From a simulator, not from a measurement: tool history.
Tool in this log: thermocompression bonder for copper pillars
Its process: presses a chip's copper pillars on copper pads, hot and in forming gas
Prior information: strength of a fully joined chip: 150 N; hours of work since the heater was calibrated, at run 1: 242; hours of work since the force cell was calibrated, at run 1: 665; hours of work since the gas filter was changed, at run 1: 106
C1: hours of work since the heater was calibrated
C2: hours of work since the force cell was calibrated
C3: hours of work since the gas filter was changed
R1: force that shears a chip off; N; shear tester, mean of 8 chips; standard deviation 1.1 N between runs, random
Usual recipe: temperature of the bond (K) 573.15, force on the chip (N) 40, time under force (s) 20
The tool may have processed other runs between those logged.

Run 1, hour 0: usual settings; C1 242; C2 665; C3 106. Result: R1 94.6 N.
Run 2, hour 16.9: usual settings but temperature of the bond (K) 554.15; C1 252; C2 675; C3 116. Result: R1 74.7 N.
Run 3, hour 27.1: usual settings; C1 259; C2 681; C3 122. Result: R1 94.7 N.
Run 4, hour 49.4: usual settings but temperature of the bond (K) 546.15; C1 272; C2 694; C3 136. Result: R1 67.5 N.
Run 5, hour 60.6: usual settings but temperature of the bond (K) 546.15; C1 278; C2 701; C3 142. Result: R1 67.5 N.
Run 6, hour 79.6: usual settings but force on the chip (N) 29; C1 290; C2 712; C3 154. Result: R1 81.5 N.
Run 7, hour 93.1: usual settings; C1 298; C2 720; C3 162. Result: R1 94.7 N.
Run 8, hour 105.9: usual settings but time under force (s) 54; C1 305; C2 728; C3 169. Result: R1 122.8 N.
Run 9, hour 127.3: usual settings but time under force (s) 54; C1 318; C2 741; C3 182. Result: R1 120.9 N.
At hour 132.8: forming gas filter changed.
Run 10, hour 148.4: usual settings; C1 330; C2 753; C3 9. Result: R1 93.5 N.
Run 11, hour 166.9: usual settings; C1 341; C2 764; C3 20. Result: R1 94.8 N.
Run 12, hour 179.3: usual settings but temperature of the bond (K) 563.15; C1 349; C2 771; C3 28. Result: R1 86.1 N.
Run 13, hour 193: usual settings; C1 357; C2 779; C3 36. Result: R1 96.5 N.
At hour 197.1: force cell calibrated.
Run 14, hour 212.3: usual settings but temperature of the bond (K) 546.15; C1 367; C2 9; C3 46. Result: R1 67.9 N.
Run 15, hour 232.3: usual settings; C1 379; C2 21; C3 58. Result: R1 94.6 N.
Run 16, hour 248.5: usual settings but temperature of the bond (K) 575.15; C1 389; C2 31; C3 68. Result: R1 96.3 N.
Run 17, hour 259.7: usual settings but temperature of the bond (K) 575.15, force on the chip (N) 26; C1 395; C2 37; C3 74. Result: R1 80.2 N.
Run 18, hour 280.2: usual settings but temperature of the bond (K) 562.15, force on the chip (N) 47, time under force (s) 44; C1 407; C2 49; C3 87. Result: R1 112.3 N.
Run 19, hour 298.3: usual settings but time under force (s) 33; C1 418; C2 60; C3 97. Result: R1 107.8 N.
Run 20, hour 314.8: usual settings but temperature of the bond (K) 566.15, force on the chip (N) 27, time under force (s) 31; C1 428; C2 70; C3 107. Result: R1 85.3 N.
Run 21, hour 325.4: usual settings but temperature of the bond (K) 566.15, force on the chip (N) 27, time under force (s) 31; C1 434; C2 76; C3 113. Result: R1 86.2 N.
Run 22, hour 344.7: usual settings but temperature of the bond (K) 561.15, force on the chip (N) 31, time under force (s) 15; C1 446; C2 88; C3 125. Result: R1 66.1 N.
Run 23, hour 366.3: usual settings but temperature of the bond (K) 546.15, force on the chip (N) 60, time under force (s) 13; C1 459; C2 100; C3 138. Result: R1 72.9 N.
Run 24, hour 378.3: usual settings but time under force (s) 10; C1 466; C2 108; C3 145. Result: R1 76.1 N.
Run 25, hour 396.5: usual settings but temperature of the bond (K) 576.15, time under force (s) 25; C1 476; C2 118; C3 156. Result: R1 102.7 N.
Run 26, hour 405.5: usual settings but temperature of the bond (K) 550.15, force on the chip (N) 29, time under force (s) 15; C1 482; C2 124; C3 161. Result: R1 53.6 N.
Run 27, hour 426.9: usual settings but temperature of the bond (K) 550.15, force on the chip (N) 29, time under force (s) 13; C1 494; C2 136; C3 174. Result: R1 52.2 N.
Run 28, hour 437.6: usual settings but temperature of the bond (K) 572.15, force on the chip (N) 55; C1 501; C2 143; C3 180. Result: R1 108.2 N.
At hour 446: forming gas filter changed.
Run 29, hour 458.7: usual settings but temperature of the bond (K) 554.15, force on the chip (N) 31, time under force (s) 31; C1 513; C2 155; C3 8. Result: R1 77.5 N.
Run 30, hour 470: usual settings but temperature of the bond (K) 554.15, force on the chip (N) 31, time under force (s) 31; C1 520; C2 162; C3 14. Result: R1 77.6 N.
Run 31, hour 479.5: usual settings but temperature of the bond (K) 587.15, force on the chip (N) 57, time under force (s) 31; C1 525; C2 167; C3 20. Result: R1 132.8 N.
Run 32, hour 499.6: usual settings but time under force (s) 43; C1 537; C2 179; C3 32. Result: R1 113.2 N.

Each row is a separate what-if for the run after 32, all from the same tool condition, not one after another. Results?
Run A, hour 516.9: usual settings but temperature of the bond (K) 569.15, force on the chip (N) 44, time under force (s) 59; C1 548; C2 189; C3 42. Result: R1 ?.
Run B, hour 516.9: usual settings but force on the chip (N) 39; C1 548; C2 189; C3 42. Result: R1 ?.
Run C, hour 516.9: usual settings but temperature of the bond (K) 601.15, time under force (s) 18; C1 548; C2 189; C3 42. Result: R1 ?.
Run D, hour 516.9: usual settings but temperature of the bond (K) 583.15, force on the chip (N) 39, time under force (s) 12; C1 548; C2 189; C3 42. Result: R1 ?.
Run E, hour 516.9: usual settings but temperature of the bond (K) 550.15, force on the chip (N) 47, time under force (s) 10; C1 548; C2 189; C3 42. Result: R1 ?.

run     R1
  A    125
  B   92.9
  C  119.6
  D   88.4
  E   61.6
The same runs, with their run-to-run variation unchanged, on a tool lacking any hidden condition would have given:
run     R1
  A  124.7
  B   92.6
  C  119.3
  D   88.1
  E   61.2
